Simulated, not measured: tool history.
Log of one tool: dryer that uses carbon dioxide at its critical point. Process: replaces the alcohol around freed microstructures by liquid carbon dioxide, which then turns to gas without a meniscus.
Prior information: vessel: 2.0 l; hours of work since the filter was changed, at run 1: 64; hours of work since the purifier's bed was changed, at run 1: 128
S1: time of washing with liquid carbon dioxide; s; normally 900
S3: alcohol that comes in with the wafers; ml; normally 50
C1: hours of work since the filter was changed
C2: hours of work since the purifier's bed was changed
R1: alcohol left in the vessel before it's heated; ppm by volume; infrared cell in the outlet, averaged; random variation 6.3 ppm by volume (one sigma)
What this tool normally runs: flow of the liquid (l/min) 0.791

{"run": 1, "hour": 0.0, "S1": 900, "flow of the liquid (l/min)": 0.791, "S3": 50, "C1": 64, "C2": 128, "R1": 334}
{"run": 2, "hour": 6.6, "S1": 900, "flow of the liquid (l/min)": 0.791, "S3": 50, "C1": 66, "C2": 131, "R1": 342}
{"run": 3, "hour": 12.0, "S1": 900, "flow of the liquid (l/min)": 0.791, "S3": 36, "C1": 68, "C2": 132, "R1": 245}
{"run": 4, "hour": 18.0, "S1": 900, "flow of the liquid (l/min)": 0.791, "S3": 50, "C1": 70, "C2": 134, "R1": 338}
{"run": 5, "hour": 27.7, "S1": 900, "flow of the liquid (l/min)": 0.791, "S3": 50, "C1": 73, "C2": 138, "R1": 329}
{"run": 6, "hour": 34.9, "S1": 900, "flow of the liquid (l/min)": 0.791, "S3": 50, "C1": 76, "C2": 140, "R1": 328}
{"run": 7, "hour": 40.5, "S1": 900, "flow of the liquid (l/min)": 0.791, "S3": 50, "C1": 78, "C2": 142, "R1": 341}
{"run": 8, "hour": 47.8, "S1": 900, "flow of the liquid (l/min)": 0.791, "S3": 50, "C1": 80, "C2": 144, "R1": 335}
{"run": 9, "hour": 52.3, "S1": 900, "flow of the liquid (l/min)": 0.791, "S3": 67, "C1": 82, "C2": 146, "R1": 436}
{"run": 10, "hour": 60.1, "S1": 900, "flow of the liquid (l/min)": 0.791, "S3": 67, "C1": 84, "C2": 148, "R1": 447}
{"run": 11, "hour": 68.9, "S1": 900, "flow of the liquid (l/min)": 0.791, "S3": 67, "C1": 87, "C2": 151, "R1": 465}
{"run": 12, "hour": 75.6, "S1": 1020, "flow of the liquid (l/min)": 0.791, "S3": 67, "C1": 89, "C2": 154, "R1": 260}
{"run": 13, "hour": 80.8, "S1": 720, "flow of the liquid (l/min)": 0.791, "S3": 50, "C1": 91, "C2": 155, "R1": 793}
{"run": 14, "hour": 85.5, "S1": 1140, "flow of the liquid (l/min)": 0.791, "S3": 50, "C1": 93, "C2": 157, "R1": 143}
{"run": 15, "hour": 93.0, "S1": 1140, "flow of the liquid (l/min)": 0.791, "S3": 50, "C1": 95, "C2": 159, "R1": 138}
{"run": 16, "hour": 102.9, "S1": 1380, "flow of the liquid (l/min)": 0.791, "S3": 50, "C1": 98, "C2": 163, "R1": 65}
{"run": 17, "hour": 112.3, "S1": 1380, "flow of the liquid (l/min)": 0.791, "S3": 80, "C1": 102, "C2": 166, "R1": 95}
{"run": 18, "hour": 118.8, "S1": 1380, "flow of the liquid (l/min)": 0.791, "S3": 80, "C1": 104, "C2": 168, "R1": 90}
{"run": 19, "hour": 127.9, "S1": 1380, "flow of the liquid (l/min)": 0.791, "S3": 80, "C1": 107, "C2": 171, "R1": 91}
{"run": 20, "hour": 134.9, "S1": 960, "flow of the liquid (l/min)": 1.312, "S3": 48, "C1": 109, "C2": 173, "R1": 46}
{"run": 21, "hour": 143.0, "S1": 600, "flow of the liquid (l/min)": 0.657, "S3": 89, "C1": 112, "C2": 176, "R1": 4085}
{"run": 22, "hour": 151.7, "S1": 960, "flow of the liquid (l/min)": 1.132, "S3": 53, "C1": 115, "C2": 179, "R1": 79}
{"run": 23, "hour": 161.0, "S1": 960, "flow of the liquid (l/min)": 0.535, "S3": 84, "C1": 118, "C2": 182, "R1": 1854}
{"run": 24, "hour": 170.7, "S1": 960, "flow of the liquid (l/min)": 0.616, "S3": 24, "C1": 121, "C2": 185, "R1": 373}
{"run": 25, "hour": 178.6, "S1": 780, "flow of the liquid (l/min)": 0.791, "S3": 50, "C1": 124, "C2": 188, "R1": 634}
{"run": 26, "hour": 187.5, "S1": 780, "flow of the liquid (l/min)": 0.791, "S3": 50, "C1": 126, "C2": 191, "R1": 639}
{"run": 27, "hour": 197.8, "S1": 600, "flow of the liquid (l/min)": 1.142, "S3": 50, "C1": 130, "C2": 194, "R1": 460}
{"run": 28, "hour": 204.9, "S1": 840, "flow of the liquid (l/min)": 1.037, "S3": 50, "C1": 132, "C2": 196, "R1": 180}
{"run": 29, "hour": 213.5, "S1": 840, "flow of the liquid (l/min)": 0.501, "S3": 50, "C1": 135, "C2": 199, "R1": 1961}
{"run": 30, "hour": 219.0, "S1": 900, "flow of the liquid (l/min)": 0.503, "S3": 22, "C1": 137, "C2": 201, "R1": 774}
{"run": 31, "hour": 223.3, "S1": 780, "flow of the liquid (l/min)": 0.752, "S3": 77, "C1": 138, "C2": 203, "R1": 1192}
{"run": 32, "hour": 228.7, "S1": 540, "flow of the liquid (l/min)": 0.761, "S3": 41, "C1": 140, "C2": 204, "R1": 1764}
{"run": 33, "hour": 233.5, "S1": 540, "flow of the liquid (l/min)": 0.761, "S3": 41, "C1": 142, "C2": 206, "R1": 1813}
{"run": 34, "hour": 240.6, "S1": 660, "flow of the liquid (l/min)": 0.791, "S3": 50, "C1": 144, "C2": 208, "R1": 1156}
{"run": 35, "hour": 248.3, "S1": 660, "flow of the liquid (l/min)": 0.791, "S3": 50, "C1": 147, "C2": 211, "R1": 1157}
{"run": 36, "hour": 256.6, "S1": 660, "flow of the liquid (l/min)": 0.791, "S3": 50, "C1": 149, "C2": 214, "R1": 1176}
{"run": 37, "hour": 261.4, "S1": 960, "flow of the liquid (l/min)": 0.791, "S3": 24, "C1": 151, "C2": 215, "R1": 174}
{"run": 38, "hour": 270.5, "S1": 960, "flow of the liquid (l/min)": 0.791, "S3": 24, "C1": 154, "C2": 218, "R1": 178}

5 options for the next run, each taken on its own from the tool as it stands now. Forecast them:
{"run": "A", "hour": 280.0, "S1": 1020, "flow of the liquid (l/min)": 0.497, "S3": 47, "C1": 157, "C2": 221, "R1": "?"}
{"run": "B", "hour": 280.0, "S1": 840, "flow of the liquid (l/min)": 0.791, "S3": 24, "C1": 157, "C2": 221, "R1": "?"}
{"run": "C", "hour": 280.0, "S1": 1320, "flow of the liquid (l/min)": 0.791, "S3": 77, "C1": 157, "C2": 221, "R1": "?"}
{"run": "D", "hour": 280.0, "S1": 960, "flow of the liquid (l/min)": 0.791, "S3": 60, "C1": 157, "C2": 221, "R1": "?"}
{"run": "E", "hour": 280.0, "S1": 1320, "flow of the liquid (l/min)": 0.619, "S3": 31, "C1": 157, "C2": 221, "R1": "?"}

run=A R1=1159
run=B R1=293
run=C R1=130
run=D R1=364
run=E R1=158
Stripped of hidden state, with their random variation kept, the same runs would have yielded:
run=A R1=853
run=B R1=180
run=C R1=54
run=D R1=217
run=E R1=74

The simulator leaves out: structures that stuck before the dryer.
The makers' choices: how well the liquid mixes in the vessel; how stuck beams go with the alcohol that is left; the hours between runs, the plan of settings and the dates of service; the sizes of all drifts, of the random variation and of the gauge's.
